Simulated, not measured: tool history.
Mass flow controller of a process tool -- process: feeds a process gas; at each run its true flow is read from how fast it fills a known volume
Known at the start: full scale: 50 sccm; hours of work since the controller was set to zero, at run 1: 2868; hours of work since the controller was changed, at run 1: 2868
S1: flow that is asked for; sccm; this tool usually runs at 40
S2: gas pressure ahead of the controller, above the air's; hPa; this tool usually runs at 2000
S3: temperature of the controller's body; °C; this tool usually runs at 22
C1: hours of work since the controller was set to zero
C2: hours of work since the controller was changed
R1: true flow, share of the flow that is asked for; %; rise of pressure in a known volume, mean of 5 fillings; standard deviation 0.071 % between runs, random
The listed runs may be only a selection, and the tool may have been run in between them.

{"run": 1, "day": 0.0, "S1": 40, "S2": 2000, "S3": 22, "C1": 2868, "C2": 2868, "R1": 99.57}
{"run": 2, "day": 4.067, "S1": 40, "S2": 2000, "S3": 22, "C1": 2911, "C2": 2911, "R1": 99.7}
{"run": 3, "day": 9.325, "S1": 40, "S2": 2000, "S3": 22, "C1": 2967, "C2": 2967, "R1": 99.74}
{"run": 4, "day": 13.383, "S1": 40, "S2": 2000, "S3": 22, "C1": 3010, "C2": 3010, "R1": 99.73}
{"run": 5, "day": 21.879, "S1": 40, "S2": 2000, "S3": 22, "C1": 3101, "C2": 3101, "R1": 99.7}
{"run": 6, "day": 30.992, "S1": 40, "S2": 2000, "S3": 36, "C1": 3198, "C2": 3198, "R1": 100.87}
{"run": 7, "day": 40.017, "S1": 40, "S2": 2000, "S3": 36, "C1": 3294, "C2": 3294, "R1": 100.88}
{"run": 8, "day": 44.325, "S1": 40, "S2": 2000, "S3": 36, "C1": 3340, "C2": 3340, "R1": 101.0}
{"run": 9, "day": 52.192, "S1": 40, "S2": 1760, "S3": 22, "C1": 3424, "C2": 3424, "R1": 100.14}
{"run": 10, "day": 56.192, "S1": 34, "S2": 1760, "S3": 38, "C1": 3466, "C2": 3466, "R1": 101.34}
{"run": 11, "day": 64.562, "S1": 40, "S2": 2340, "S3": 22, "C1": 3555, "C2": 3555, "R1": 100.01}
{"run": 12, "day": 72.896, "S1": 40, "S2": 2340, "S3": 22, "C1": 3644, "C2": 3644, "R1": 99.83}
{"run": 13, "day": 81.533, "S1": 40, "S2": 2340, "S3": 22, "C1": 3736, "C2": 3736, "R1": 100.16}
{"run": 14, "day": 88.212, "S1": 40, "S2": 2340, "S3": 22, "C1": 3807, "C2": 3807, "R1": 100.17}
{"run": 15, "day": 97.304, "S1": 19, "S2": 2000, "S3": 22, "C1": 3904, "C2": 3904, "R1": 100.15}
{"run": 16, "day": 102.688, "S1": 25, "S2": 2550, "S3": 22, "C1": 3961, "C2": 3961, "R1": 99.97}
{"run": 17, "day": 111.725, "S1": 25, "S2": 2770, "S3": 22, "C1": 4057, "C2": 4057, "R1": 99.85}
{"run": 18, "day": 117.779, "S1": 25, "S2": 2770, "S3": 22, "C1": 4122, "C2": 4122, "R1": 99.78}

3 ways to go on from here, each from the tool as it stands after run 18. What would each give?
{"run": "A", "day": 124.35, "S1": 18, "S2": 2720, "S3": 29, "C1": 4192, "C2": 4192, "R1": "?"}
{"run": "B", "day": 124.35, "S1": 5, "S2": 2420, "S3": 24, "C1": 4192, "C2": 4192, "R1": "?"}
{"run": "C", "day": 124.35, "S1": 12, "S2": 2000, "S3": 31, "C1": 4192, "C2": 4192, "R1": "?"}

run=A R1=100.49
run=B R1=100.20
run=C R1=101.04
With no hidden state in the tool, these same runs would have given:
run=A R1=99.64
run=B R1=99.33
run=C R1=100.18

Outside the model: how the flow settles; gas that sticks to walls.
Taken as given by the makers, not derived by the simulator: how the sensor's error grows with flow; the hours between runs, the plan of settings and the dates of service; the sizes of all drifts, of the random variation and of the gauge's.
